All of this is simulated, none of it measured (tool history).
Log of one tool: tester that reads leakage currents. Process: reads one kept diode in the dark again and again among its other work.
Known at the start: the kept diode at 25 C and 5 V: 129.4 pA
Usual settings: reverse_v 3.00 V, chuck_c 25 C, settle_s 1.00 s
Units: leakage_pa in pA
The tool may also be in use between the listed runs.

run 1 hour=0.0 | reverse_v=3.00 chuck_c=25 settle_s=1.00 | leakage_pa=100.68
run 2 hour=27.0 | reverse_v=3.00 chuck_c=25 settle_s=1.00 | leakage_pa=100.40
run 3 hour=68.7 | reverse_v=3.00 chuck_c=25 settle_s=1.00 | leakage_pa=100.74
run 4 hour=88.5 | reverse_v=3.00 chuck_c=25 settle_s=4.02 | leakage_pa=99.92
run 5 hour=111.6 | reverse_v=1.51 chuck_c=25 settle_s=1.00 | leakage_pa=70.98
run 6 hour=145.5 | reverse_v=1.51 chuck_c=25 settle_s=1.00 | leakage_pa=70.95
run 7 hour=170.8 | reverse_v=3.00 chuck_c=35 settle_s=1.00 | leakage_pa=205.85
run 8 hour=214.2 | reverse_v=3.00 chuck_c=35 settle_s=1.00 | leakage_pa=206.78
run 9 hour=249.2 | reverse_v=3.00 chuck_c=35 settle_s=1.00 | leakage_pa=206.73
run 10 hour=271.0 | reverse_v=3.00 chuck_c=35 settle_s=1.00 | leakage_pa=206.93
run 11 hour=313.1 | reverse_v=3.00 chuck_c=35 settle_s=1.00 | leakage_pa=205.84
run 12 hour=352.2 | reverse_v=2.69 chuck_c=25 settle_s=1.00 | leakage_pa=95.23
run 13 hour=381.7 | reverse_v=2.69 chuck_c=25 settle_s=1.00 | leakage_pa=95.08
run 14 hour=424.4 | reverse_v=3.00 chuck_c=28 settle_s=1.00 | leakage_pa=125.54
run 15 hour=463.4 | reverse_v=3.00 chuck_c=25 settle_s=1.57 | leakage_pa=100.92
run 16 hour=505.1 | reverse_v=3.00 chuck_c=25 settle_s=1.57 | leakage_pa=100.52
run 17 hour=540.3 | reverse_v=3.00 chuck_c=25 settle_s=1.57 | leakage_pa=100.48
run 18 hour=571.9 | reverse_v=3.00 chuck_c=25 settle_s=1.57 | leakage_pa=100.70
run 19 hour=613.1 | reverse_v=3.00 chuck_c=25 settle_s=1.57 | leakage_pa=100.11
run 20 hour=656.0 | reverse_v=3.00 chuck_c=25 settle_s=1.57 | leakage_pa=100.78
run 21 hour=673.5 | reverse_v=7.12 chuck_c=25 settle_s=6.50 | leakage_pa=155.36
run 22 hour=693.2 | reverse_v=2.51 chuck_c=23 settle_s=0.57 | leakage_pa=79.36
run 23 hour=728.5 | reverse_v=19.05 chuck_c=47 settle_s=1.79 | leakage_pa=1186.11
run 24 hour=754.6 | reverse_v=16.42 chuck_c=47 settle_s=1.79 | leakage_pa=1104.84
run 25 hour=782.7 | reverse_v=3.00 chuck_c=20 settle_s=0.44 | leakage_pa=69.93
run 26 hour=802.4 | reverse_v=7.35 chuck_c=25 settle_s=1.00 | leakage_pa=159.08
run 27 hour=823.7 | reverse_v=5.73 chuck_c=48 settle_s=3.67 | leakage_pa=686.23
run 28 hour=861.7 | reverse_v=5.73 chuck_c=52 settle_s=3.67 | leakage_pa=883.26
run 29 hour=895.5 | reverse_v=3.00 chuck_c=54 settle_s=4.78 | leakage_pa=719.23
run 30 hour=913.5 | reverse_v=3.00 chuck_c=39 settle_s=1.00 | leakage_pa=273.25
run 31 hour=938.6 | reverse_v=3.00 chuck_c=39 settle_s=1.00 | leakage_pa=271.96

The next listed run, before its measurement:
run 32 hour=965.7 | reverse_v=3.00 chuck_c=39 settle_s=1.00 | leakage_pa=?

Run 32 gave leakage_pa 272.21 pA.
Without the tool's hidden state the same run would have given leakage_pa 271.99 pA.
